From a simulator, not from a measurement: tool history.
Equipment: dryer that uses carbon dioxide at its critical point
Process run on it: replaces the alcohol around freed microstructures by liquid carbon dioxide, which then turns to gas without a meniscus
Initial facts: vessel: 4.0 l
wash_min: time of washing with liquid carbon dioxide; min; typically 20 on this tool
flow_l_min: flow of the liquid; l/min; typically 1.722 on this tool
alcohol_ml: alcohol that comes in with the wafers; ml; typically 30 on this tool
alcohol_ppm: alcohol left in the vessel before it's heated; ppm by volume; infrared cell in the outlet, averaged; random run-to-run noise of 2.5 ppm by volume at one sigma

run 1 hour=0 | wash_min=20 flow_l_min=1.722 alcohol_ml=30 | alcohol_ppm=35
run 2 hour=32.2 | wash_min=20 flow_l_min=1.722 alcohol_ml=30 | alcohol_ppm=33
run 3 hour=52.4 | wash_min=20 flow_l_min=1.722 alcohol_ml=30 | alcohol_ppm=33
run 4 hour=76.9 | wash_min=20 flow_l_min=1.722 alcohol_ml=30 | alcohol_ppm=32
run 5 hour=121.1 | wash_min=20 flow_l_min=1.722 alcohol_ml=30 | alcohol_ppm=38
run 6 hour=147.3 | wash_min=20 flow_l_min=1.722 alcohol_ml=30 | alcohol_ppm=39
-- hour=163.4 inlet filter changed
run 7 hour=182.5 | wash_min=20 flow_l_min=1.722 alcohol_ml=106 | alcohol_ppm=55
run 8 hour=221.5 | wash_min=20 flow_l_min=2.83 alcohol_ml=106 | alcohol_ppm=17
run 9 hour=256.4 | wash_min=20 flow_l_min=1.722 alcohol_ml=30 | alcohol_ppm=29
run 10 hour=279.9 | wash_min=20 flow_l_min=1.722 alcohol_ml=30 | alcohol_ppm=31
run 11 hour=313.8 | wash_min=20 flow_l_min=1.722 alcohol_ml=25 | alcohol_ppm=33
run 12 hour=340 | wash_min=20 flow_l_min=1.722 alcohol_ml=25 | alcohol_ppm=32
run 13 hour=363 | wash_min=20 flow_l_min=1.722 alcohol_ml=88 | alcohol_ppm=66
run 14 hour=391.7 | wash_min=20 flow_l_min=1.93 alcohol_ml=88 | alcohol_ppm=39
run 15 hour=435.5 | wash_min=20 flow_l_min=1.722 alcohol_ml=30 | alcohol_ppm=37
run 16 hour=474.2 | wash_min=20 flow_l_min=1.722 alcohol_ml=44 | alcohol_ppm=50
run 17 hour=494.5 | wash_min=20 flow_l_min=1.722 alcohol_ml=44 | alcohol_ppm=50
run 18 hour=523.5 | wash_min=20 flow_l_min=1.722 alcohol_ml=44 | alcohol_ppm=55
run 19 hour=544.3 | wash_min=20 flow_l_min=1.722 alcohol_ml=30 | alcohol_ppm=47
run 20 hour=565.9 | wash_min=15 flow_l_min=1.722 alcohol_ml=30 | alcohol_ppm=118
-- hour=581.4 inlet filter changed
run 21 hour=598.1 | wash_min=15 flow_l_min=2.38 alcohol_ml=30 | alcohol_ppm=36
run 22 hour=636.5 | wash_min=15 flow_l_min=2.38 alcohol_ml=30 | alcohol_ppm=34
run 23 hour=669.8 | wash_min=17 flow_l_min=1.14 alcohol_ml=30 | alcohol_ppm=236
run 24 hour=691.3 | wash_min=20 flow_l_min=1.722 alcohol_ml=101 | alcohol_ppm=63
run 25 hour=713.6 | wash_min=19 flow_l_min=2.26 alcohol_ml=21 | alcohol_ppm=23
run 26 hour=752.7 | wash_min=20 flow_l_min=1.722 alcohol_ml=40 | alcohol_ppm=49
run 27 hour=795.9 | wash_min=23 flow_l_min=2.2 alcohol_ml=26 | alcohol_ppm=31
run 28 hour=823 | wash_min=23 flow_l_min=2.2 alcohol_ml=26 | alcohol_ppm=33
run 29 hour=846.2 | wash_min=20 flow_l_min=1.722 alcohol_ml=62 | alcohol_ppm=65
run 30 hour=870.1 | wash_min=20 flow_l_min=1.722 alcohol_ml=62 | alcohol_ppm=66
run 31 hour=902.4 | wash_min=20 flow_l_min=1.722 alcohol_ml=39 | alcohol_ppm=52
run 32 hour=940.4 | wash_min=17 flow_l_min=1.47 alcohol_ml=26 | alcohol_ppm=123
run 33 hour=968.3 | wash_min=32 flow_l_min=1.722 alcohol_ml=30 | alcohol_ppm=31
-- hour=1000.8 inlet filter changed
run 34 hour=1003.3 | wash_min=12 flow_l_min=1.16 alcohol_ml=30 | alcohol_ppm=568
run 35 hour=1033.5 | wash_min=12 flow_l_min=1.79 alcohol_ml=23 | alcohol_ppm=128
run 36 hour=1060.2 | wash_min=21 flow_l_min=1.98 alcohol_ml=30 | alcohol_ppm=33
run 37 hour=1087.2 | wash_min=15 flow_l_min=1.722 alcohol_ml=76 | alcohol_ppm=181
run 38 hour=1115.4 | wash_min=15 flow_l_min=1.722 alcohol_ml=76 | alcohol_ppm=187

For some of the steps in alcohol_ppm from one run to the next: how much would appear even if the tool had no hidden state, given the settings, what came in and random variation, and how much remains for the hidden state plus any gauge scatter that the measured result and the result without hidden state don't share?
Hidden state present: flow that reaches the vessel past the clogged filter, %; alcohol in the recycled carbon dioxide, ppm; drift of the gauge itself on alcohol_ppm, %.
Run 19 -> 20: wash_min 20 -> 15. alcohol_ppm +71 ppm by volume: hidden state +32, all else +39.
Run 20 -> 21: flow_l_min 1.722 -> 2.38, inlet filter changed. alcohol_ppm -82 ppm by volume: hidden state -43, all else -39.
Run 22 -> 23: wash_min 15 -> 17, flow_l_min 2.38 -> 1.14. alcohol_ppm +202 ppm by volume: hidden state +22, all else +180.
Run 32 -> 33: wash_min 17 -> 32, flow_l_min 1.47 -> 1.722, alcohol_ml 26 -> 30. alcohol_ppm -92 ppm by volume: hidden state -37, all else -55.
Run 33 -> 34: wash_min 32 -> 12, flow_l_min 1.722 -> 1.16, inlet filter changed. alcohol_ppm +537 ppm by volume: hidden state +9, all else +528.
Run 34 -> 35: flow_l_min 1.16 -> 1.79, alcohol_ml 30 -> 23. alcohol_ppm -440 ppm by volume: hidden state -2, all else -438.
